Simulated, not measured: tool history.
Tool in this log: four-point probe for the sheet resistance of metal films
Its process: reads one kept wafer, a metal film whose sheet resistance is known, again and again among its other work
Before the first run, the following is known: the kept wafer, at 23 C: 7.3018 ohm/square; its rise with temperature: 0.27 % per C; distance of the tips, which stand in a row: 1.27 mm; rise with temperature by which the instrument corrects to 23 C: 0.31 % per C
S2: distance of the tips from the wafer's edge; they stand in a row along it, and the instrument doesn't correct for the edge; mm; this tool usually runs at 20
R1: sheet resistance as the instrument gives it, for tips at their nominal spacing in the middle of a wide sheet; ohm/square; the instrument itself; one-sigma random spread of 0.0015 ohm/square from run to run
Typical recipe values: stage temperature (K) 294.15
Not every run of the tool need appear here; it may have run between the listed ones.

Run 1, day 0: usual settings. Result: R1 7.321279 ohm/square.
Run 2, day 4.988: usual settings. Result: R1 7.330994 ohm/square.
Run 3, day 7.646: usual settings but S2 9 mm. Result: R1 7.395252 ohm/square.
Run 4, day 12.696: usual settings but S2 9 mm. Result: R1 7.403047 ohm/square.
Run 5, day 15.938: usual settings but S2 9 mm. Result: R1 7.40992 ohm/square.
Run 6, day 19.575: usual settings but S2 9 mm. Result: R1 7.415275 ohm/square.
Run 7, day 23.771: usual settings but stage temperature (K) 293.15. Result: R1 7.361776 ohm/square.
Run 8, day 27.438: usual settings but stage temperature (K) 293.15. Result: R1 7.370226 ohm/square.
Run 9, day 32.304: usual settings but stage temperature (K) 293.15. Result: R1 7.378094 ohm/square.
Run 10, day 35.596: usual settings but stage temperature (K) 293.15, S2 8 mm. Result: R1 7.467056 ohm/square.

The next listed run, before its measurement:
Run 11, day 38.579: usual settings but stage temperature (K) 293.15, S2 8 mm. Result: R1 ?.

R1: 7.469769 ohm/square
The same run, on a tool lacking any hidden state, would have yielded R1 7.407723 ohm/square.
